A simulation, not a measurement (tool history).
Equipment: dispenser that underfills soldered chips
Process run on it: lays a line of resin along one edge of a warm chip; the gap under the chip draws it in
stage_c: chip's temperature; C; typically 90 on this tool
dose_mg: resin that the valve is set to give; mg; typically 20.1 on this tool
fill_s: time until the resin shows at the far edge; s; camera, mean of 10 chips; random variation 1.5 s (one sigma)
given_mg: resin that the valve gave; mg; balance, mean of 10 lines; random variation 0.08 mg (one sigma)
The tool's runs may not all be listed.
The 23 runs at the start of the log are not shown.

| run | hour | stage_c | dose_mg | hours of work since the syringe was changed | hours of work since the valve was cleaned | hours of work since the stage was calibrated | fill_s | given_mg |
|---|---|---|---|---|---|---|---|---|
|  | 217.1 | new syringe of resin |
| 24 | 217.7 | 78 | 18.8 | 0 | 33 | 338 | 209.1 | 18.32 |
| 25 | 224.5 | 78 | 21.4 | 6 | 39 | 343 | 240.6 | 20.93 |
|  | 230.2 | new syringe of resin |
| 26 | 231.9 | 78 | 21.4 | 1 | 44 | 349 | 211.4 | 20.89 |
| 27 | 239.3 | 78 | 21.4 | 7 | 50 | 355 | 253.4 | 20.98 |
|  | 243.7 | new syringe of resin |
|  | 246.9 | stage's temperature calibrated |
|  | 253.9 | dispensing valve cleaned and set on the balance |
| 28 | 254.2 | 95 | 17.8 | 7 | 0 | 5 | 152.9 | 17.75 |
|  | 259.8 | new syringe of resin |
| 29 | 263.1 | 75 | 20.1 | 3 | 7 | 12 | 259.6 | 20.06 |
|  | 273.8 | new syringe of resin |
| 30 | 275.9 | 86 | 19.6 | 2 | 17 | 21 | 169.2 | 19.4 |
| 31 | 286.3 | 82 | 20 | 10 | 25 | 30 | 251.7 | 19.49 |
|  | 287.7 | new syringe of resin |
| 32 | 297.3 | 82 | 25.4 | 7 | 33 | 38 | 237.9 | 24.8 |
|  | 300.9 | new syringe of resin |
| 33 | 304.8 | 82 | 19.2 | 3 | 39 | 44 | 203.9 | 18.72 |
|  | 314.5 | new syringe of resin |
| 34 | 318.5 | 92 | 20.1 | 3 | 49 | 54 | 145.7 | 19.61 |

Consider 4 possible next runs. They are alternatives, not a sequence: every one starts from the tool as it was left by run 34. What does each give?
| A | 324.4 | 98 | 20.1 | 8 | 54 | 59 | ? | ? |
| B | 324.4 | 83 | 21.1 | 8 | 54 | 59 | ? | ? |
| C | 324.4 | 92 | 20.9 | 8 | 54 | 59 | ? | ? |
| D | 324.4 | 100 | 20.1 | 8 | 54 | 59 | ? | ? |

| run | fill_s | given_mg |
|---|---|---|
| A | 139.6 | 19.44 |
| B | 223.2 | 20.4 |
| C | 166.7 | 20.13 |
| D | 130.2 | 19.36 |
Without the tool's hidden state the same runs would have given:
| run | fill_s | given_mg |
|---|---|---|
| A | 112.4 | 20.11 |
| B | 179.9 | 21.1 |
| C | 134.3 | 20.82 |
| D | 104.9 | 20.03 |

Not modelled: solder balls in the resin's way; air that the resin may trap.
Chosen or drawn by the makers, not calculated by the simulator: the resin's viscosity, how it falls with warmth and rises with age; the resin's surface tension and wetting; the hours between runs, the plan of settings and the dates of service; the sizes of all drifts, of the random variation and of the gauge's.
